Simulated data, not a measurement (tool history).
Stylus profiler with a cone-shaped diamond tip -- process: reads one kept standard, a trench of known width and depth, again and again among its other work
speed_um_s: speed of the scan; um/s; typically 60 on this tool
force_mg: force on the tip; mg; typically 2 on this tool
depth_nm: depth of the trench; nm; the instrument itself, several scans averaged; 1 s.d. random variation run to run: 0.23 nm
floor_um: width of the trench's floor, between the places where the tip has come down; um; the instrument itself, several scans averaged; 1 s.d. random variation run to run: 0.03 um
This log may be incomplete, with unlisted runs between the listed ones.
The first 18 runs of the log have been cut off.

run 19 day=34.575 | speed_um_s=27 force_mg=1.5 | depth_nm=1010.69 floor_um=93.71
run 20 day=35.708 | speed_um_s=27 force_mg=1.5 | depth_nm=1010.39 floor_um=93.68
run 21 day=38.183 | speed_um_s=45 force_mg=2.84 | depth_nm=1016.27 floor_um=93.61
run 22 day=40.758 | speed_um_s=49 force_mg=2.43 | depth_nm=1014.55 floor_um=93.46
run 23 day=42.867 | speed_um_s=49 force_mg=2.43 | depth_nm=1014.27 floor_um=93.47
run 24 day=45.5 | speed_um_s=43 force_mg=1.2 | depth_nm=1008.47 floor_um=93.36
run 25 day=47.733 | speed_um_s=43 force_mg=1.2 | depth_nm=1008.16 floor_um=93.27
run 26 day=49.767 | speed_um_s=58 force_mg=1.71 | depth_nm=1010.35 floor_um=93.26
run 27 day=50.929 | speed_um_s=59 force_mg=5.59 | depth_nm=1025.03 floor_um=93.36
run 28 day=53.029 | speed_um_s=49 force_mg=1.8 | depth_nm=1010.6 floor_um=93.25
run 29 day=55.554 | speed_um_s=20 force_mg=2.44 | depth_nm=1013.15 floor_um=93.36
run 30 day=57.167 | speed_um_s=16 force_mg=0.85 | depth_nm=1005.14 floor_um=93.28
run 31 day=58.308 | speed_um_s=98 force_mg=4.35 | depth_nm=1020.31 floor_um=93.06
run 32 day=60.471 | speed_um_s=147 force_mg=2.78 | depth_nm=1014.11 floor_um=92.67
run 33 day=63.142 | speed_um_s=18 force_mg=0.91 | depth_nm=1005.45 floor_um=93.18

What if the next run were any one of these 3? Each begins from the tool's condition after run 33:
run A day=64.662 | speed_um_s=45 force_mg=1 | depth_nm=? floor_um=?
run B day=64.662 | speed_um_s=219 force_mg=0.91 | depth_nm=? floor_um=?
run C day=64.662 | speed_um_s=151 force_mg=2.21 | depth_nm=? floor_um=?

run=A depth_nm=1005.84 floor_um=92.95
run=B depth_nm=1005.05 floor_um=91.41
run=C depth_nm=1011.44 floor_um=92.49
What these runs would have given with no unlogged condition in the tool:
run=A depth_nm=1008.64 floor_um=96.2
run=B depth_nm=1007.85 floor_um=94.66
run=C depth_nm=1014.26 floor_um=95.74
